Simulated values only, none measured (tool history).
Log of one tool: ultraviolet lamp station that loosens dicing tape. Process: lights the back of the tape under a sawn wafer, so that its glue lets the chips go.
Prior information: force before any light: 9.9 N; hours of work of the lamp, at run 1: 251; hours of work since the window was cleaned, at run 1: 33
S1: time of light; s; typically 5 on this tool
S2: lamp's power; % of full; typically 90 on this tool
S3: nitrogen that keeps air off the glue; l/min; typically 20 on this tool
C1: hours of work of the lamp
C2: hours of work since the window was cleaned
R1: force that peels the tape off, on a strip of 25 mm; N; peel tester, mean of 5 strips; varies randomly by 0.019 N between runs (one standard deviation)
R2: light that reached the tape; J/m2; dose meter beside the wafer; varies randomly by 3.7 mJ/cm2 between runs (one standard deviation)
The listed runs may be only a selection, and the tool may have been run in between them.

| run | hour | S1 | S2 | S3 | C1 | C2 | R1 | R2 |
|---|---|---|---|---|---|---|---|---|
| 1 | 0 | 5 | 90 | 20 | 251 | 33 | 0.988 | 5950 |
| 2 | 18.2 | 5 | 60 | 20 | 261 | 43 | 2.048 | 3930 |
| 3 | 38.5 | 5 | 60 | 20 | 273 | 54 | 2.135 | 3930 |
| 4 | 57.8 | 8 | 90 | 20 | 283 | 65 | 0.334 | 9430 |
| 5 | 90.4 | 8 | 90 | 20 | 301 | 83 | 0.321 | 9370 |
| 6 | 115.1 | 8 | 90 | 20 | 315 | 96 | 0.335 | 9290 |
| 7 | 149 | 8 | 90 | 20 | 333 | 115 | 0.34 | 9320 |
| 8 | 165.9 | 5 | 90 | 20 | 343 | 124 | 0.988 | 5780 |
| 9 | 185.4 | 5 | 90 | 20 | 353 | 135 | 1.014 | 5790 |
| 10 | 204.9 | 5 | 95 | 20 | 364 | 146 | 0.902 | 6120 |
| 11 | 233.9 | 5 | 95 | 20 | 380 | 162 | 0.95 | 6070 |
| 12 | 257.1 | 5 | 75 | 20 | 393 | 175 | 1.551 | 4800 |
| 13 | 289.1 | 5 | 75 | 20 | 411 | 192 | 1.54 | 4750 |
| 14 | 308.8 | 5 | 75 | 20 | 421 | 203 | 1.566 | 4740 |
| 15 | 339 | 5 | 90 | 20 | 438 | 220 | 1.044 | 5590 |
| 16 | 360.8 | 5 | 90 | 16 | 450 | 232 | 1.236 | 5690 |
| 17 | 394.1 | 5 | 63 | 16 | 468 | 250 | 2.389 | 3920 |
| 18 | 427.6 | 5 | 63 | 16 | 487 | 269 | 2.315 | 3910 |
| 19 | 446.5 | 5 | 65 | 20 | 497 | 279 | 1.977 | 4010 |
| 20 | 477.9 | 5 | 65 | 20 | 514 | 296 | 2.122 | 4000 |
| 21 | 498.4 | 5 | 65 | 20 | 526 | 307 | 2.086 | 4000 |
| 22 | 519.5 | 5 | 65 | 20 | 537 | 319 | 2.058 | 3990 |
|  | 525.7 | window cleaned of glue's vapour |
| 23 | 543.9 | 5 | 92 | 36 | 551 | 10 | 0.864 | 5470 |
| 24 | 570.2 | 5 | 92 | 36 | 565 | 24 | 0.864 | 5430 |
| 25 | 604.7 | 5 | 92 | 36 | 584 | 43 | 0.855 | 5400 |
| 26 | 642.7 | 5 | 90 | 6 | 605 | 64 | 2.503 | 5200 |
| 27 | 669.4 | 5 | 90 | 6 | 620 | 79 | 2.586 | 5250 |
| 28 | 685.1 | 2 | 60 | 30 | 628 | 88 | 5.311 | 1410 |
| 29 | 710.2 | 2 | 92 | 6 | 642 | 102 | 5.752 | 2110 |
|  | 735.2 | window cleaned of glue's vapour, once more |
| 30 | 746.3 | 8 | 67 | 34 | 662 | 6 | 0.526 | 6750 |
| 31 | 771.7 | 8 | 67 | 34 | 676 | 20 | 0.531 | 6690 |
| 32 | 795 | 8 | 67 | 34 | 688 | 33 | 0.538 | 6680 |
| 33 | 814.5 | 6 | 80 | 34 | 699 | 44 | 0.706 | 6020 |
| 34 | 849.7 | 3 | 90 | 20 | 719 | 63 | 2.552 | 3350 |
| 35 | 884.2 | 3 | 81 | 20 | 738 | 82 | 2.982 | 3020 |
| 36 | 906.1 | 3 | 94 | 34 | 750 | 94 | 2.022 | 3470 |
| 37 | 938.4 | 7 | 94 | 7 | 767 | 112 | 1.116 | 8040 |
| 38 | 957.4 | 5 | 90 | 34 | 778 | 122 | 0.874 | 5550 |
| 39 | 994.4 | 5 | 79 | 13 | 798 | 143 | 1.941 | 4770 |
| 40 | 1018.6 | 8 | 74 | 34 | 811 | 156 | 0.463 | 7120 |
| 41 | 1035 | 6 | 90 | 32 | 821 | 165 | 0.616 | 6390 |
| 42 | 1071.5 | 6 | 90 | 32 | 841 | 185 | 0.624 | 6490 |
| 43 | 1108.5 | 8 | 99 | 20 | 861 | 205 | 0.337 | 9340 |

What if the next run were any one of these 4? Each begins from the tool's condition after run 43:
| A | 1138.8 | 3 | 98 | 18 | 878 | 222 | ? | ? |
| B | 1138.8 | 10 | 90 | 7 | 878 | 222 | ? | ? |
| C | 1138.8 | 5 | 96 | 20 | 878 | 222 | ? | ? |
| D | 1138.8 | 10 | 95 | 10 | 878 | 222 | ? | ? |

| run | R1 | R2 |
|---|---|---|
| A | 2.49 | 3450 |
| B | 0.59 | 10720 |
| C | 1.1 | 5620 |
| D | 0.359 | 11180 |
With the hidden condition removed and each run's random variation left untouched, the same runs would have given:
| run | R1 | R2 |
|---|---|---|
| A | 1.989 | 4050 |
| B | 0.395 | 12570 |
| C | 0.78 | 6590 |
| D | 0.241 | 13110 |
